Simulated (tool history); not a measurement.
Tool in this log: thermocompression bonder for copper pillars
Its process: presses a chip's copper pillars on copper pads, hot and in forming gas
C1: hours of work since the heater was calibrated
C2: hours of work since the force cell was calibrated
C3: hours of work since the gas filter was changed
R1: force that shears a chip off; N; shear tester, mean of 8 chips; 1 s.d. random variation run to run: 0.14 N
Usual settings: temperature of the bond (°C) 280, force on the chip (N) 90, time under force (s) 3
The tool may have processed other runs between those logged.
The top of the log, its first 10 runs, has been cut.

{"run": 11, "hour": 427.6, "temperature of the bond (°C)": 280, "force on the chip (N)": 90, "time under force (s)": 3, "C1": 754, "C2": 630, "C3": 157, "R1": 37.5}
{"run": 12, "hour": 474.3, "temperature of the bond (°C)": 280, "force on the chip (N)": 90, "time under force (s)": 3, "C1": 775, "C2": 651, "C3": 179, "R1": 37.1}
{"run": 13, "hour": 514.4, "temperature of the bond (°C)": 280, "force on the chip (N)": 90, "time under force (s)": 3, "C1": 793, "C2": 669, "C3": 197, "R1": 36.8}
{"run": 14, "hour": 538.1, "temperature of the bond (°C)": 280, "force on the chip (N)": 90, "time under force (s)": 3, "C1": 804, "C2": 680, "C3": 208, "R1": 36.9}
{"run": 15, "hour": 572.5, "temperature of the bond (°C)": 254, "force on the chip (N)": 90, "time under force (s)": 3, "C1": 820, "C2": 696, "C3": 224, "R1": 28.3}
{"run": 16, "hour": 601.8, "temperature of the bond (°C)": 254, "force on the chip (N)": 90, "time under force (s)": 3, "C1": 833, "C2": 709, "C3": 237, "R1": 27.8}
{"run": 17, "hour": 652.0, "temperature of the bond (°C)": 280, "force on the chip (N)": 90, "time under force (s)": 2, "C1": 856, "C2": 732, "C3": 260, "R1": 31.3}
{"run": 18, "hour": 672.7, "temperature of the bond (°C)": 280, "force on the chip (N)": 90, "time under force (s)": 2, "C1": 865, "C2": 742, "C3": 269, "R1": 31.6}
{"run": 19, "hour": 706.9, "temperature of the bond (°C)": 280, "force on the chip (N)": 90, "time under force (s)": 2, "C1": 881, "C2": 757, "C3": 285, "R1": 31.2}
{"run": 20, "hour": 745.2, "temperature of the bond (°C)": 271, "force on the chip (N)": 90, "time under force (s)": 2, "C1": 898, "C2": 775, "C3": 302, "R1": 28.5}
{"run": 21, "hour": 780.2, "temperature of the bond (°C)": 271, "force on the chip (N)": 90, "time under force (s)": 2, "C1": 914, "C2": 791, "C3": 318, "R1": 28.1}
{"run": 22, "hour": 814.8, "temperature of the bond (°C)": 286, "force on the chip (N)": 66, "time under force (s)": 4, "C1": 930, "C2": 806, "C3": 334, "R1": 34.5}
{"hour": 845.5, "done": "forming gas filter changed"}
{"run": 23, "hour": 852.6, "temperature of the bond (°C)": 289, "force on the chip (N)": 66, "time under force (s)": 3, "C1": 947, "C2": 824, "C3": 3, "R1": 35.2}
{"run": 24, "hour": 877.8, "temperature of the bond (°C)": 280, "force on the chip (N)": 90, "time under force (s)": 3, "C1": 959, "C2": 835, "C3": 15, "R1": 39.6}
{"run": 25, "hour": 927.4, "temperature of the bond (°C)": 305, "force on the chip (N)": 81, "time under force (s)": 6, "C1": 981, "C2": 858, "C3": 37, "R1": 56}
{"run": 26, "hour": 965.3, "temperature of the bond (°C)": 267, "force on the chip (N)": 123, "time under force (s)": 4, "C1": 999, "C2": 875, "C3": 55, "R1": 46.1}
{"run": 27, "hour": 1013.3, "temperature of the bond (°C)": 260, "force on the chip (N)": 71, "time under force (s)": 8, "C1": 1021, "C2": 897, "C3": 77, "R1": 38.9}
{"run": 28, "hour": 1056.6, "temperature of the bond (°C)": 269, "force on the chip (N)": 90, "time under force (s)": 9, "C1": 1040, "C2": 917, "C3": 96, "R1": 50.1}
{"run": 29, "hour": 1081.6, "temperature of the bond (°C)": 269, "force on the chip (N)": 90, "time under force (s)": 9, "C1": 1052, "C2": 928, "C3": 108, "R1": 50.2}
{"run": 30, "hour": 1105.2, "temperature of the bond (°C)": 269, "force on the chip (N)": 90, "time under force (s)": 9, "C1": 1063, "C2": 939, "C3": 119, "R1": 49.9}
{"run": 31, "hour": 1154.1, "temperature of the bond (°C)": 294, "force on the chip (N)": 59, "time under force (s)": 9, "C1": 1085, "C2": 961, "C3": 141, "R1": 48.5}

Run 32 is up next; what results do you expect?
{"run": 32, "hour": 1204.0, "temperature of the bond (°C)": 294, "force on the chip (N)": 59, "time under force (s)": 9, "C1": 1108, "C2": 984, "C3": 164, "R1": "?"}

Run 32 came out at R1 48.5 N.
Minus the tool's unlogged condition, the same run would have read R1 46.7 N.

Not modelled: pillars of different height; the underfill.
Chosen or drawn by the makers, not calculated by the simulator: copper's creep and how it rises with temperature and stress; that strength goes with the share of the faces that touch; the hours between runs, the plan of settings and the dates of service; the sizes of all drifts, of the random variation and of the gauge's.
